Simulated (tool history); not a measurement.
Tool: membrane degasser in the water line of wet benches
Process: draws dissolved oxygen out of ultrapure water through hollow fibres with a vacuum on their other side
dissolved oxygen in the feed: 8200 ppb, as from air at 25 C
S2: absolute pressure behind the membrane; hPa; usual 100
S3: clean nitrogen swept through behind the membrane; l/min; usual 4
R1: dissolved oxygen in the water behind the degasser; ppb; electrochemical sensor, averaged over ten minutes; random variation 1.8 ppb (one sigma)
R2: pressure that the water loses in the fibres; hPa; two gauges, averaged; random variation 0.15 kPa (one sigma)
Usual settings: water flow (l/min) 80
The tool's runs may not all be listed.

run 1 day=0 | water_flow_(l/min)=80 S2=100 S3=4 | R1=341.9 R2=282
run 2 day=2.504 | water_flow_(l/min)=54 S2=100 S3=4 | R1=224.3 R2=191.6
run 3 day=4.538 | water_flow_(l/min)=80 S2=100 S3=1.92 | R1=591.5 R2=286
run 4 day=6.088 | water_flow_(l/min)=80 S2=100 S3=4.48 | R1=315.6 R2=283.1
run 5 day=7.396 | water_flow_(l/min)=80 S2=100 S3=4 | R1=344.3 R2=282.2
run 6 day=9.05 | water_flow_(l/min)=80 S2=116 S3=4 | R1=410.4 R2=281.9
run 7 day=10.283 | water_flow_(l/min)=80 S2=100 S3=3 | R1=431.7 R2=283.1
-- day=10.579 vacuum gauge calibrated
run 8 day=11.538 | water_flow_(l/min)=106 S2=100 S3=4 | R1=483.7 R2=375.5
run 9 day=14.438 | water_flow_(l/min)=80 S2=100 S3=4 | R1=333.1 R2=283
run 10 day=16.671 | water_flow_(l/min)=88 S2=100 S3=4 | R1=376.2 R2=310
run 11 day=18.483 | water_flow_(l/min)=88 S2=100 S3=3.89 | R1=382.3 R2=312.9
run 12 day=20.508 | water_flow_(l/min)=88 S2=100 S3=3.89 | R1=383.7 R2=310.1
run 13 day=23.396 | water_flow_(l/min)=80 S2=100 S3=10.41 | R1=163.5 R2=282.2
run 14 day=25.696 | water_flow_(l/min)=66 S2=100 S3=4 | R1=262.9 R2=233.9
run 15 day=28.275 | water_flow_(l/min)=80 S2=105 S3=4 | R1=350.6 R2=282.8
run 16 day=29.846 | water_flow_(l/min)=80 S2=100 S3=8.71 | R1=185.2 R2=283.7
run 17 day=31.725 | water_flow_(l/min)=80 S2=176 S3=2.57 | R1=896.9 R2=286.6
run 18 day=34.446 | water_flow_(l/min)=80 S2=100 S3=1.95 | R1=570 R2=283.4
-- day=35.212 seals of the vacuum lines changed
run 19 day=36.729 | water_flow_(l/min)=121 S2=127 S3=4 | R1=745.3 R2=430.3
run 20 day=38.562 | water_flow_(l/min)=70 S2=127 S3=3.83 | R1=394.5 R2=249.1
run 21 day=39.804 | water_flow_(l/min)=70 S2=127 S3=3.83 | R1=397.1 R2=249.3
run 22 day=42.562 | water_flow_(l/min)=70 S2=127 S3=3.83 | R1=402.6 R2=253.3
run 23 day=44.025 | water_flow_(l/min)=73 S2=182 S3=3.83 | R1=622.4 R2=260.2
run 24 day=45.738 | water_flow_(l/min)=73 S2=182 S3=3.83 | R1=623.6 R2=259.4
run 25 day=48.321 | water_flow_(l/min)=65 S2=100 S3=4 | R1=262.7 R2=230.6
run 26 day=50.833 | water_flow_(l/min)=119 S2=77 S3=4 | R1=458.1 R2=426.8
run 27 day=53.783 | water_flow_(l/min)=95 S2=134 S3=4 | R1=583.8 R2=340.9
run 28 day=56.388 | water_flow_(l/min)=80 S2=161 S3=3.23 | R1=688.2 R2=285.2
run 29 day=58.804 | water_flow_(l/min)=80 S2=157 S3=5.2 | R1=458.2 R2=286.2
run 30 day=60.108 | water_flow_(l/min)=80 S2=157 S3=5.2 | R1=458.7 R2=285.7
run 31 day=62.375 | water_flow_(l/min)=125 S2=100 S3=3.76 | R1=654.1 R2=448.8
run 32 day=64.025 | water_flow_(l/min)=125 S2=100 S3=3.76 | R1=654.3 R2=444.7

4 ways to go on from here, each from the tool as it stands after run 32. What would each give?
run A day=65.275 | water_flow_(l/min)=52 S2=100 S3=9.3 | R1=? R2=?
run B day=65.275 | water_flow_(l/min)=61 S2=154 S3=6.35 | R1=? R2=?
run C day=65.275 | water_flow_(l/min)=82 S2=118 S3=4 | R1=? R2=?
run D day=65.275 | water_flow_(l/min)=102 S2=103 S3=1.94 | R1=? R2=?

run=A R1=96.4 R2=185.5
run=B R1=279 R2=219.1
run=C R1=422.2 R2=294.5
run=D R1=766.6 R2=362.7
Without the tool's hidden state the same runs would have given:
run=A R1=94.3 R2=180.6
run=B R1=275.1 R2=213.4
run=C R1=412.6 R2=286.8
run=D R1=748.2 R2=353.1
